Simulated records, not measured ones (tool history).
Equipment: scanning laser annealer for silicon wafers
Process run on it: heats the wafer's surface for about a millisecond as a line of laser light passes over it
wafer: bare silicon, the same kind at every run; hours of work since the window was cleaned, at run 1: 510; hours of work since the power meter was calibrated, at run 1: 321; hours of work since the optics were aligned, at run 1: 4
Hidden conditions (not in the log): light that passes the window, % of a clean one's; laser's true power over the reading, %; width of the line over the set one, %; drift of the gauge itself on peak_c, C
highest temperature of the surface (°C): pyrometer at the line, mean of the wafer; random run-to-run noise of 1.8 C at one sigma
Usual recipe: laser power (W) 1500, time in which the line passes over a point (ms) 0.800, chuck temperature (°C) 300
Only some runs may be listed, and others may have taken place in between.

run   hour  laser power (W)  time in which the line passes over a point (ms)  chuck temperature (°C)  hours of work since the window was cleaned  hours of work since the power meter was calibrated  hours of work since the optics were aligned  highest temperature of the surface (°C)
  1    0.0             1500                                            0.800                     300                                         510                                                 321                                            4                                     1111
  2   29.0             1500                                            0.852                     300                                         529                                                 340                                           22                                     1135
  3   54.5             1500                                            0.852                     300                                         545                                                 356                                           38                                     1134
  4   84.9             1500                                            0.852                     300                                         564                                                 375                                           57                                     1135
  5  121.7             1500                                            0.852                     300                                         588                                                 398                                           81                                     1132
  6  153.6             1500                                            0.852                     300                                         608                                                 419                                          101                                     1134
  7  180.2             1566                                            0.800                     300                                         625                                                 436                                          118                                     1151
  8  210.3             1566                                            0.800                     300                                         644                                                 455                                          137                                     1146
  9  228.1             1566                                            0.800                     300                                         655                                                 466                                          148                                     1149
 10  265.2             1566                                            0.800                     300                                         679                                                 490                                          172                                     1149
 11  283.5             1500                                            0.800                     283                                         690                                                 501                                          183                                     1088
 12  308.4             1500                                            0.800                     283                                         706                                                 517                                          199                                     1088

Expected results for the next run?
 13  331.8             1414                                            0.800                     272                                         721                                                 532                                          214                                        ?

highest temperature of the surface (°C): 1025
With the hidden condition absent and the run-to-run variation left alone, this run would have shown highest temperature of the surface (°C) 1041.
